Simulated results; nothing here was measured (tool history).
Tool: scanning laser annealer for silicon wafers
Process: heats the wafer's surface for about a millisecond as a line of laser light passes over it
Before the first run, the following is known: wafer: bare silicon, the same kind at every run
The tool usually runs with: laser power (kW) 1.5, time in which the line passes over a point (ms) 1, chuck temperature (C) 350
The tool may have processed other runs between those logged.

| run | hour | laser power (kW) | time in which the line passes over a point (ms) | chuck temperature (C) | highest temperature of the surface (C) |
|---|---|---|---|---|---|
| 1 | 0 | 1.5 | 1 | 350 | 1163 |
| 2 | 14.3 | 1.5 | 1 | 326 | 1134 |
| 3 | 26.4 | 1.5 | 1 | 350 | 1161 |
| 4 | 41.8 | 1.5 | 1 | 350 | 1158 |
| 5 | 49.7 | 1.5 | 1 | 350 | 1158 |
| 6 | 68 | 1.315 | 1 | 350 | 1053 |
| 7 | 81 | 1.315 | 1 | 350 | 1056 |
| 8 | 96.7 | 1.315 | 1 | 350 | 1054 |
| 9 | 112.5 | 1.553 | 1.08 | 344 | 1243 |
| 10 | 121.1 | 1.585 | 0.89 | 344 | 1180 |

Between the runs listed above, the log contained 1 entry, not reproduced here. Where in the sequence does each belong, and how does what the log doesn't record of the tool's condition differ from the listed run before to the listed run after?
In the gap between runs 5 and 6: optics aligned, line set to its width (hour 65.4)
  light that passes the window, % of a clean one's: 99.11 -> 99.08; width of the line over the set one, %: 3.78 -> 0.18
  the result without the hidden state subtracted from the measured one, highest temperature of the surface (C): -29 -> -7
